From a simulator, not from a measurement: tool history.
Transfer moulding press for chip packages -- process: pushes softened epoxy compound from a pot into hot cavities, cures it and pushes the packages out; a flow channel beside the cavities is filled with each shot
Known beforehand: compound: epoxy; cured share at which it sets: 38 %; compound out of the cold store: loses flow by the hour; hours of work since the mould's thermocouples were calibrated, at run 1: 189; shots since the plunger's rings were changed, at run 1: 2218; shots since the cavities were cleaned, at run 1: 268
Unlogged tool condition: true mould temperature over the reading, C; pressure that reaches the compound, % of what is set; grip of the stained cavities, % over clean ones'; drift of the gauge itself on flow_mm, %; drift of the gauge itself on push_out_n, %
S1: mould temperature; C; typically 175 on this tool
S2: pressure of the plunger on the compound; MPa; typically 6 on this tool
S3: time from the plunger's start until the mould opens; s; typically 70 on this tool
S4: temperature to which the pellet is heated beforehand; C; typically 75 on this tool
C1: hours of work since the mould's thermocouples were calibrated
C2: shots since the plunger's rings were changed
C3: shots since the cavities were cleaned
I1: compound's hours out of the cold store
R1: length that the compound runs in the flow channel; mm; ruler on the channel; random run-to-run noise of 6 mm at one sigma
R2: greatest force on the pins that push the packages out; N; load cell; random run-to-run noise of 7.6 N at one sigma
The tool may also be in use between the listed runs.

{"run": 1, "hour": 0.0, "S1": 175, "S2": 6, "S3": 70, "S4": 75, "C1": 189, "C2": 2218, "C3": 268, "I1": 17.3, "R1": 632, "R2": 470}
{"hour": 29.1, "done": "cavities cleaned with cleaning compound and waxed"}
{"hour": 73.0, "done": "cavities cleaned with cleaning compound and waxed"}
{"run": 2, "hour": 73.3, "S1": 175, "S2": 6, "S3": 70, "S4": 75, "C1": 236, "C2": 3244, "C3": 4, "I1": 15.5, "R1": 621, "R2": 348}
{"hour": 119.9, "done": "cavities cleaned with cleaning compound and waxed"}
{"run": 3, "hour": 119.9, "S1": 175, "S2": 6, "S3": 70, "S4": 75, "C1": 266, "C2": 3903, "C3": 0, "I1": 35.3, "R1": 580, "R2": 330}
{"hour": 164.8, "done": "cavities cleaned with cleaning compound and waxed"}
{"run": 4, "hour": 165.2, "S1": 175, "S2": 6, "S3": 70, "S4": 75, "C1": 295, "C2": 4542, "C3": 6, "I1": 43.7, "R1": 560, "R2": 338}
{"hour": 214.9, "done": "cavities cleaned with cleaning compound and waxed"}
{"run": 5, "hour": 233.7, "S1": 175, "S2": 6, "S3": 70, "S4": 75, "C1": 339, "C2": 5521, "C3": 275, "I1": 17.6, "R1": 587, "R2": 446}
{"hour": 263.4, "done": "cavities cleaned with cleaning compound and waxed"}
{"hour": 303.5, "done": "plunger's sealing rings changed"}
{"run": 6, "hour": 304.6, "S1": 175, "S2": 5.51, "S3": 70, "S4": 75, "C1": 384, "C2": 17, "C3": 565, "I1": 18.6, "R1": 626, "R2": 514}
{"hour": 312.8, "done": "cavities cleaned with cleaning compound and waxed"}
{"hour": 357.6, "done": "cavities cleaned with cleaning compound and waxed"}
{"run": 7, "hour": 395.0, "S1": 175, "S2": 5.51, "S3": 70, "S4": 75, "C1": 442, "C2": 1293, "C3": 546, "I1": 19.9, "R1": 612, "R2": 511}
{"hour": 402.9, "done": "cavities cleaned with cleaning compound and waxed"}
{"hour": 452.1, "done": "cavities cleaned with cleaning compound and waxed"}
{"hour": 476.3, "done": "mould's thermocouples calibrated"}
{"run": 8, "hour": 487.3, "S1": 175, "S2": 5.51, "S3": 70, "S4": 75, "C1": 7, "C2": 2567, "C3": 485, "I1": 42.8, "R1": 571, "R2": 501}
{"hour": 498.6, "done": "cavities cleaned with cleaning compound and waxed"}
{"hour": 546.4, "done": "cavities cleaned with cleaning compound and waxed"}
{"run": 9, "hour": 585.9, "S1": 175, "S2": 6, "S3": 70, "S4": 75, "C1": 71, "C2": 3963, "C3": 577, "I1": 24.8, "R1": 592, "R2": 509}
{"hour": 593.2, "done": "cavities cleaned with cleaning compound and waxed"}
{"hour": 637.7, "done": "cavities cleaned with cleaning compound and waxed"}
{"run": 10, "hour": 671.8, "S1": 175, "S2": 6, "S3": 70, "S4": 75, "C1": 126, "C2": 5174, "C3": 498, "I1": 9.3, "R1": 610, "R2": 520}
{"hour": 681.6, "done": "cavities cleaned with cleaning compound and waxed"}
{"hour": 731.3, "done": "cavities cleaned with cleaning compound and waxed"}
{"run": 11, "hour": 744.2, "S1": 175, "S2": 6, "S3": 70, "S4": 75, "C1": 172, "C2": 6188, "C3": 189, "I1": 38.5, "R1": 549, "R2": 425}
{"hour": 762.8, "done": "plunger's sealing rings changed"}
{"hour": 779.3, "done": "cavities cleaned with cleaning compound and waxed"}
{"run": 12, "hour": 805.8, "S1": 181, "S2": 7.16, "S3": 79, "S4": 83, "C1": 210, "C2": 606, "C3": 387, "I1": 41, "R1": 668, "R2": 381}
{"hour": 825.9, "done": "cavities cleaned with cleaning compound and waxed"}
{"hour": 848.5, "done": "mould's thermocouples calibrated, once more"}
{"hour": 874.7, "done": "cavities cleaned with cleaning compound and waxed"}
{"run": 13, "hour": 879.7, "S1": 181, "S2": 7.16, "S3": 79, "S4": 83, "C1": 20, "C2": 1612, "C3": 72, "I1": 39.2, "R1": 648, "R2": 295}
{"hour": 918.2, "done": "cavities cleaned with cleaning compound and waxed"}
{"hour": 964.8, "done": "cavities cleaned with cleaning compound and waxed"}
{"run": 14, "hour": 969.7, "S1": 181, "S2": 7.16, "S3": 52, "S4": 82, "C1": 77, "C2": 2882, "C3": 71, "I1": 18.8, "R1": 657, "R2": 464}
{"hour": 1009.0, "done": "cavities cleaned with cleaning compound and waxed"}
{"run": 15, "hour": 1018.1, "S1": 178, "S2": 4.78, "S3": 110, "S4": 67, "C1": 108, "C2": 3567, "C3": 132, "I1": 42.7, "R1": 515, "R2": 317}
{"hour": 1053.8, "done": "cavities cleaned with cleaning compound and waxed"}
{"run": 16, "hour": 1083.2, "S1": 175, "S2": 6.5, "S3": 70, "S4": 75, "C1": 151, "C2": 4496, "C3": 430, "I1": 32.9, "R1": 615, "R2": 489}
{"hour": 1100.5, "done": "cavities cleaned with cleaning compound and waxed"}
{"hour": 1147.7, "done": "cavities cleaned with cleaning compound and waxed"}
{"run": 17, "hour": 1159.3, "S1": 175, "S2": 6.28, "S3": 53, "S4": 84, "C1": 199, "C2": 5563, "C3": 170, "I1": 32, "R1": 575, "R2": 718}
{"hour": 1196.7, "done": "cavities cleaned with cleaning compound and waxed"}
{"hour": 1223.0, "done": "plunger's sealing rings changed"}
{"hour": 1241.9, "done": "cavities cleaned with cleaning compound and waxed"}
{"run": 18, "hour": 1257.4, "S1": 175, "S2": 6.28, "S3": 53, "S4": 84, "C1": 261, "C2": 482, "C3": 226, "I1": 15.6, "R1": 668, "R2": 790}
{"hour": 1286.2, "done": "cavities cleaned with cleaning compound and waxed"}
{"run": 19, "hour": 1315.1, "S1": 175, "S2": 6.28, "S3": 53, "S4": 84, "C1": 298, "C2": 1301, "C3": 422, "I1": 13.9, "R1": 656, "R2": 912}
{"hour": 1335.4, "done": "cavities cleaned with cleaning compound and waxed"}
{"hour": 1382.2, "done": "cavities cleaned with cleaning compound and waxed"}
{"run": 20, "hour": 1410.0, "S1": 167, "S2": 6.28, "S3": 53, "S4": 69, "C1": 359, "C2": 2643, "C3": 405, "I1": 35.3, "R1": 643, "R2": 1456}
{"hour": 1426.9, "done": "cavities cleaned with cleaning compound and waxed"}
{"hour": 1472.9, "done": "cavities cleaned with cleaning compound and waxed"}
{"run": 21, "hour": 1478.5, "S1": 169, "S2": 4.97, "S3": 70, "S4": 80, "C1": 402, "C2": 3600, "C3": 81, "I1": 10.9, "R1": 579, "R2": 531}

Below are 4 alternative next runs, each starting from the tool's condition after run 21. Predict each:
{"hour": 1518.0, "done": "cavities cleaned with cleaning compound and waxed"}
{"run": "A", "hour": 1539.0, "S1": 179, "S2": 6, "S3": 70, "S4": 75, "C1": 441, "C2": 4462, "C3": 307, "I1": 28.6, "R1": "?", "R2": "?"}
{"hour": 1518.0, "done": "cavities cleaned with cleaning compound and waxed"}
{"run": "B", "hour": 1539.0, "S1": 173, "S2": 6, "S3": 70, "S4": 74, "C1": 441, "C2": 4462, "C3": 307, "I1": 37.9, "R1": "?", "R2": "?"}
{"hour": 1518.0, "done": "cavities cleaned with cleaning compound and waxed"}
{"run": "C", "hour": 1539.0, "S1": 174, "S2": 4.97, "S3": 70, "S4": 75, "C1": 441, "C2": 4462, "C3": 307, "I1": 8.6, "R1": "?", "R2": "?"}
{"hour": 1518.0, "done": "cavities cleaned with cleaning compound and waxed"}
{"run": "D", "hour": 1539.0, "S1": 175, "S2": 6, "S3": 70, "S4": 75, "C1": 441, "C2": 4462, "C3": 307, "I1": 9.5, "R1": "?", "R2": "?"}

run=A R1=570 R2=401
run=B R1=578 R2=508
run=C R1=563 R2=496
run=D R1=607 R2=464
With the hidden condition removed and each run's random variation left untouched, the same runs would have given:
run=A R1=624 R2=288
run=B R1=632 R2=361
run=C R1=615 R2=352
run=D R1=664 R2=328

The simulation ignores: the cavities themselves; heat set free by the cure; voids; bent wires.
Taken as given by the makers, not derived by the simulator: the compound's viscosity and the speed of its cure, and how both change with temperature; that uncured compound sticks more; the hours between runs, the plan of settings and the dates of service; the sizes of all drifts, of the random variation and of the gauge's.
